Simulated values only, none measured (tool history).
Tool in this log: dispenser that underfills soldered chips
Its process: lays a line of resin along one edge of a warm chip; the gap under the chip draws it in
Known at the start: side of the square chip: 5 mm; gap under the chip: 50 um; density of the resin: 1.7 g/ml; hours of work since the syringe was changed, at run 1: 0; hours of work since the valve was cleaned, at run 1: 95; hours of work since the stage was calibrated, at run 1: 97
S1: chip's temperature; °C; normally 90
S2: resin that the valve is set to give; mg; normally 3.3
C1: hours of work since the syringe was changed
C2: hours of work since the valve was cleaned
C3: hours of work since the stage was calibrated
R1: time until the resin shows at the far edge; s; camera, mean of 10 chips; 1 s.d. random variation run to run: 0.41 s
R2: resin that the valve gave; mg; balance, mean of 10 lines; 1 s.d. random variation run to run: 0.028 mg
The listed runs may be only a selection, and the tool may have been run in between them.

{"run": 1, "hour": 0.0, "S1": 90, "S2": 3.3, "C1": 0, "C2": 95, "C3": 97, "R1": 29.2, "R2": 2.98}
{"run": 2, "hour": 2.2, "S1": 90, "S2": 3.3, "C1": 2, "C2": 97, "C3": 99, "R1": 32.8, "R2": 2.98}
{"run": 3, "hour": 7.1, "S1": 90, "S2": 3.3, "C1": 6, "C2": 100, "C3": 102, "R1": 42.5, "R2": 2.96}
{"hour": 10.2, "done": "new syringe of resin"}
{"run": 4, "hour": 10.6, "S1": 90, "S2": 3.3, "C1": 0, "C2": 103, "C3": 105, "R1": 29.1, "R2": 2.97}
{"run": 5, "hour": 15.3, "S1": 90, "S2": 3.3, "C1": 4, "C2": 106, "C3": 108, "R1": 37.3, "R2": 2.98}
{"run": 6, "hour": 18.4, "S1": 90, "S2": 3.3, "C1": 6, "C2": 109, "C3": 110, "R1": 44.1, "R2": 3.02}
{"hour": 20.8, "done": "new syringe of resin"}
{"run": 7, "hour": 21.9, "S1": 90, "S2": 3.3, "C1": 1, "C2": 111, "C3": 113, "R1": 30.6, "R2": 2.93}
{"run": 8, "hour": 25.6, "S1": 90, "S2": 3.3, "C1": 3, "C2": 114, "C3": 115, "R1": 36.6, "R2": 2.95}
{"run": 9, "hour": 28.8, "S1": 90, "S2": 3.41, "C1": 6, "C2": 116, "C3": 118, "R1": 43, "R2": 3.1}
{"run": 10, "hour": 31.0, "S1": 91, "S2": 3.41, "C1": 7, "C2": 117, "C3": 119, "R1": 45.9, "R2": 3.12}
{"hour": 31.7, "done": "new syringe of resin"}
{"run": 11, "hour": 35.5, "S1": 91, "S2": 3.41, "C1": 3, "C2": 121, "C3": 122, "R1": 32.1, "R2": 3.02}
{"run": 12, "hour": 39.1, "S1": 91, "S2": 3.41, "C1": 5, "C2": 123, "C3": 125, "R1": 39.1, "R2": 3.05}
{"run": 13, "hour": 41.2, "S1": 91, "S2": 3.41, "C1": 7, "C2": 125, "C3": 127, "R1": 42.7, "R2": 3.01}
{"hour": 42.5, "done": "new syringe of resin"}
{"hour": 44.7, "done": "dispensing valve cleaned and set on the balance"}
{"run": 14, "hour": 46.0, "S1": 90, "S2": 3.3, "C1": 2, "C2": 1, "C3": 129, "R1": 31.4, "R2": 3.35}
{"run": 15, "hour": 49.0, "S1": 90, "S2": 3.3, "C1": 4, "C2": 3, "C3": 131, "R1": 37.7, "R2": 3.32}
{"run": 16, "hour": 53.0, "S1": 90, "S2": 3.3, "C1": 7, "C2": 6, "C3": 134, "R1": 45.8, "R2": 3.24}
{"hour": 54.3, "done": "new syringe of resin"}
{"run": 17, "hour": 57.4, "S1": 90, "S2": 3.3, "C1": 2, "C2": 9, "C3": 137, "R1": 31.8, "R2": 3.22}
{"run": 18, "hour": 60.0, "S1": 90, "S2": 3.3, "C1": 4, "C2": 11, "C3": 139, "R1": 36.9, "R2": 3.28}
{"run": 19, "hour": 64.4, "S1": 90, "S2": 3.3, "C1": 7, "C2": 14, "C3": 142, "R1": 47.9, "R2": 3.23}
{"hour": 65.2, "done": "new syringe of resin"}
{"run": 20, "hour": 67.3, "S1": 78, "S2": 3.46, "C1": 2, "C2": 16, "C3": 144, "R1": 53.4, "R2": 3.39}

What does the tool deliver on the next run?
{"run": 21, "hour": 69.5, "S1": 93, "S2": 4.02, "C1": 3, "C2": 18, "C3": 146, "R1": "?", "R2": "?"}

{"run 21": {"R1": 30, "R2": 3.97}}
Minus the tool's unlogged condition, the same run would have read R1 24.7 s, R2 4.03 mg.
